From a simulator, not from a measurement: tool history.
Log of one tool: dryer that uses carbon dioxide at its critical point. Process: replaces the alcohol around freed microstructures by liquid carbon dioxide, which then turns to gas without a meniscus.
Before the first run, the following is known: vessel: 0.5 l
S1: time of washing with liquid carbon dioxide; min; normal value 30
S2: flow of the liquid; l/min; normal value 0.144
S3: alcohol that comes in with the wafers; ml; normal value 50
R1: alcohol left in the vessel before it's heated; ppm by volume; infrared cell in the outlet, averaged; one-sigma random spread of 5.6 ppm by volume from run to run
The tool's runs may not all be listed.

Run 1, hour 0.0: usual settings. Result: R1 214 ppm by volume.
Run 2, hour 13.4: usual settings. Result: R1 217 ppm by volume.
Run 3, hour 32.2: usual settings. Result: R1 213 ppm by volume.
Run 4, hour 45.6: usual settings but S2 0.094 l/min. Result: R1 1844 ppm by volume.
Run 5, hour 61.1: usual settings but S2 0.094 l/min. Result: R1 1876 ppm by volume.
Run 6, hour 73.1: usual settings. Result: R1 234 ppm by volume.
Run 7, hour 82.2: usual settings but S1 46 min, S2 0.214 l/min, S3 48 ml. Result: R1 34 ppm by volume.
Run 8, hour 93.2: usual settings but S1 46 min, S2 0.214 l/min, S3 48 ml. Result: R1 35 ppm by volume.
Run 9, hour 109.2: usual settings but S1 46 min, S2 0.214 l/min, S3 48 ml. Result: R1 48 ppm by volume.

What will run 10 give?
Run 10, hour 120.9: usual settings but S1 20 min, S2 0.111 l/min, S3 40 ml. Result: R1 ?.

Run 10 came out at R1 3417 ppm by volume.
Minus the tool's unlogged condition, the same run would have read R1 3127 ppm by volume.
